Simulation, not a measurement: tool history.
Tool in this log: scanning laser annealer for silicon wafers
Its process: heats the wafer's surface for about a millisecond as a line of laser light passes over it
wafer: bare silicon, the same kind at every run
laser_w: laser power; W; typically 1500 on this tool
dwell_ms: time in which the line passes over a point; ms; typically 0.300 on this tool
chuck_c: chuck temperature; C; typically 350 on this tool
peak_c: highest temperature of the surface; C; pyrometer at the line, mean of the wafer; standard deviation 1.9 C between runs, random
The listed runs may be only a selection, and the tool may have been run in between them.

run,hour,laser_w,dwell_ms,chuck_c,peak_c
1,0.0,1500,0.300,350,1187
2,23.0,1500,0.300,339,1174
3,36.4,1500,0.300,371,1206
4,53.0,1500,0.300,371,1203
5,76.7,1500,0.300,371,1207
6,109.7,1500,0.300,371,1201
7,134.5,1500,0.300,350,1180
8,151.3,1500,0.300,350,1181
9,182.1,1500,0.300,350,1180
10,204.2,1500,0.300,350,1181
11,228.7,1500,0.300,350,1179
12,253.8,1500,0.300,350,1184
# hour 261.8: optics aligned, line set to its width
13,280.8,1500,0.300,350,1179
14,312.7,1500,0.300,350,1177
15,337.4,1500,0.349,372,1263
16,370.4,1444,0.313,326,1137
# hour 381.1: optics aligned, line set to its width, once more
17,393.5,1444,0.313,326,1136
18,416.6,1444,0.313,326,1144
19,444.7,1364,0.356,343,1163
20,473.4,1627,0.228,347,1135

Alternative continuations, all from the tool just after run 20; predict every row:
A,499.1,1627,0.344,347,?
B,499.1,1550,0.300,324,?
C,499.1,1500,0.295,374,?
D,499.1,1279,0.363,359,?
E,499.1,1418,0.330,324,?

run,peak_c
A,1317
B,1182
C,1199
D,1127
E,1146
What these runs would have given with no unlogged condition in the tool:
run,peak_c
A,1330
B,1194
C,1211
D,1137
E,1157
